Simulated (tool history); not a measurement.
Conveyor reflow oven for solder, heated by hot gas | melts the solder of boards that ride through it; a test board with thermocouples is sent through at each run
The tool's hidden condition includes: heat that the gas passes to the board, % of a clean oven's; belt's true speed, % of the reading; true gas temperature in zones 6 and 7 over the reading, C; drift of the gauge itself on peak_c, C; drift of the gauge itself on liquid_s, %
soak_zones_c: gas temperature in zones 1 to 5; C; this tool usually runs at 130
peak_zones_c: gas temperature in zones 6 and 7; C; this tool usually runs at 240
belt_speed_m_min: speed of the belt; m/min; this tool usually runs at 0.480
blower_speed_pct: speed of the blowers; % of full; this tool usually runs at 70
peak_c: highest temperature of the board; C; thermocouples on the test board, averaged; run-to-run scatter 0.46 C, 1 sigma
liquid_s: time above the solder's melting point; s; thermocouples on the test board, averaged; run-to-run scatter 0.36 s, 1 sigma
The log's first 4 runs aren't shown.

run,hour,soak_zones_c,peak_zones_c,belt_speed_m_min,blower_speed_pct,hours of work since the flux was cleaned out,hours of work since the belt drive was overhauled,hours of work since the thermocouples were changed,peak_c,liquid_s
5,73.9,130,240,0.480,70,56,546,582,217.4,53.7
6,92.9,130,240,0.480,70,65,556,591,217.1,54.1
7,108.4,130,240,0.480,70,73,563,599,218.0,54.8
8,126.4,130,231,0.480,70,82,572,608,209.7,46.7
9,139.5,130,231,0.480,70,88,579,614,210.4,47.2
10,162.3,130,231,0.480,70,100,590,625,209.4,46.8
11,186.6,130,240,0.483,70,112,602,637,216.5,53.1
12,204.9,130,240,0.483,70,121,611,647,216.5,52.7
13,230.4,130,240,0.483,70,134,624,659,216.8,52.7
14,255.8,130,240,0.483,62,146,636,672,213.9,49.5
15,273.4,130,240,0.480,70,155,645,681,217.0,53.3
16,295.1,118,235,0.395,72,166,656,691,218.5,63.3
17,313.8,116,254,0.482,71,175,665,701,226.5,55.4
18,331.0,116,254,0.482,71,183,674,709,225.8,55.1
19,343.2,116,254,0.482,71,189,680,715,226.2,55.5
20,354.6,125,243,0.480,64,195,685,721,216.8,50.0

Predict the results of run 21:
21,365.5,118,228,0.480,70,201,691,726,?,?

{"run 21": {"peak_c": 204.3, "liquid_s": 37.5}}
Take away the tool's hidden state, keep the run-to-run variation as it was, and the same run would have given peak_c 206.0 C, liquid_s 39.3 s.
